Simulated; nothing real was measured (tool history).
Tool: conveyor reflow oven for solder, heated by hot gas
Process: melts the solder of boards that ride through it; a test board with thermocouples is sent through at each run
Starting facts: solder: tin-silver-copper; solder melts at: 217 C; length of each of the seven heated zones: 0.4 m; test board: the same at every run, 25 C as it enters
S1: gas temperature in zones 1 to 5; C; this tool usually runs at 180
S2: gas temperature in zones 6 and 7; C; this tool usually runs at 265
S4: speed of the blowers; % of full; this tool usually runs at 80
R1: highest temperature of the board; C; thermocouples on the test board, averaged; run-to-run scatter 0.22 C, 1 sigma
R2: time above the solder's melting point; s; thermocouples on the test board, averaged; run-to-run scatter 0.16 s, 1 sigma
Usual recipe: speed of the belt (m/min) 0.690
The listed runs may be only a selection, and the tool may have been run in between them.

Run 1, day 0.000: usual settings. Result: R1 249.9 C, R2 52.9 s.
Run 2, day 0.825: usual settings but S1 187 C. Result: R1 251.4 C, R2 56.6 s.
Run 3, day 1.612: usual settings but S1 187 C. Result: R1 251.5 C, R2 56.7 s.
Run 4, day 2.304: usual settings but S4 74 % of full. Result: R1 247.0 C, R2 50.1 s.
Run 5, day 2.879: usual settings but S4 74 % of full. Result: R1 246.8 C, R2 50.0 s.
Run 6, day 3.529: usual settings but S4 74 % of full. Result: R1 247.0 C, R2 49.8 s.
Run 7, day 4.392: usual settings but S4 74 % of full. Result: R1 251.5 C, R2 54.2 s.
Run 8, day 5.171: usual settings but S4 50 % of full. Result: R1 247.1 C, R2 50.0 s.
Run 9, day 5.962: usual settings but S4 53 % of full. Result: R1 247.6 C, R2 50.4 s.
Run 10, day 6.829: usual settings but S4 53 % of full. Result: R1 247.7 C, R2 50.4 s.
Run 11, day 7.796: usual settings but S4 53 % of full. Result: R1 247.4 C, R2 50.3 s.
Run 12, day 8.221: usual settings but S1 191 C, S4 53 % of full. Result: R1 249.5 C, R2 56.7 s.
Run 13, day 9.154: usual settings but S1 191 C, speed of the belt (m/min) 0.661, S4 53 % of full. Result: R1 250.7 C, R2 60.7 s.
Run 14, day 10.133: usual settings but S1 191 C, speed of the belt (m/min) 0.661, S4 53 % of full. Result: R1 250.6 C, R2 60.5 s.
Run 15, day 10.967: usual settings but S1 191 C, speed of the belt (m/min) 0.661, S4 53 % of full. Result: R1 250.3 C, R2 60.3 s.
Run 16, day 11.921: usual settings but S1 190 C, speed of the belt (m/min) 0.723. Result: R1 251.5 C, R2 55.8 s.
Run 17, day 12.646: usual settings but S1 190 C, speed of the belt (m/min) 0.723. Result: R1 251.7 C, R2 55.7 s.
Run 18, day 13.362: usual settings but S1 191 C, S2 267 C, speed of the belt (m/min) 0.793, S4 87 % of full. Result: R1 251.7 C, R2 50.9 s.
Run 19, day 14.288: usual settings but S1 191 C, S2 267 C, speed of the belt (m/min) 0.793, S4 87 % of full. Result: R1 251.5 C, R2 50.7 s.
Run 20, day 15.075: usual settings but S1 174 C, speed of the belt (m/min) 0.580. Result: R1 254.3 C, R2 66.5 s.
Run 21, day 15.962: usual settings but S2 277 C. Result: R1 261.2 C, R2 60.3 s.
Run 22, day 16.808: usual settings but S1 189 C, S2 277 C, S4 62 % of full. Result: R1 259.7 C, R2 62.8 s.
Run 23, day 17.425: usual settings but S1 189 C, S2 277 C, speed of the belt (m/min) 0.688, S4 62 % of full. Result: R1 260.3 C, R2 62.7 s.
Run 24, day 18.346: usual settings but S1 189 C, S2 273 C, speed of the belt (m/min) 0.688, S4 68 % of full. Result: R1 257.7 C, R2 61.4 s.
Run 25, day 18.858: usual settings but S1 189 C, S2 273 C, speed of the belt (m/min) 0.688, S4 68 % of full. Result: R1 256.9 C, R2 61.4 s.
Run 26, day 19.867: usual settings but S1 175 C, S2 273 C, speed of the belt (m/min) 0.607, S4 68 % of full. Result: R1 258.6 C, R2 65.5 s.
Run 27, day 20.504: usual settings but speed of the belt (m/min) 0.754, S4 64 % of full. Result: R1 244.9 C, R2 44.0 s.
Run 28, day 21.525: usual settings but S4 68 % of full. Result: R1 248.4 C, R2 52.2 s.
Run 29, day 22.062: usual settings but speed of the belt (m/min) 0.827, S4 68 % of full. Result: R1 242.2 C, R2 37.7 s.
Run 30, day 22.579: usual settings but speed of the belt (m/min) 0.827, S4 68 % of full. Result: R1 242.0 C, R2 37.4 s.

Not shown: 2 entries that the log had between the listed runs. Between which runs, and how does the tool's hidden state differ before and after?
After run 3, before run 4: flux residue cleaned out of gas plates and filters (day 1.896)
  heat that the gas passes to the board, % of a clean oven's: 89.7 -> 82.8; belt's true speed, % of the reading: 98.73 -> 98.71; true gas temperature in zones 6 and 7 over the reading, C: 0.16 -> 0.15
  difference, measured minus the result without the unlogged condition, R1: -1.8 -> -3.9 C; R2: -0.9 -> -3.3 s
After run 6, before run 7: flux residue cleaned out of gas plates and filters, once more (day 3.933)
  heat that the gas passes to the board, % of a clean oven's: 82.4 -> 99.2; belt's true speed, % of the reading: 98.66 -> 98.64; true gas temperature in zones 6 and 7 over the reading, C: 0.1 -> 0.08
  difference, measured minus the result without the unlogged condition, R1: -4.0 -> +0.3 C; R2: -3.5 -> +0.9 s
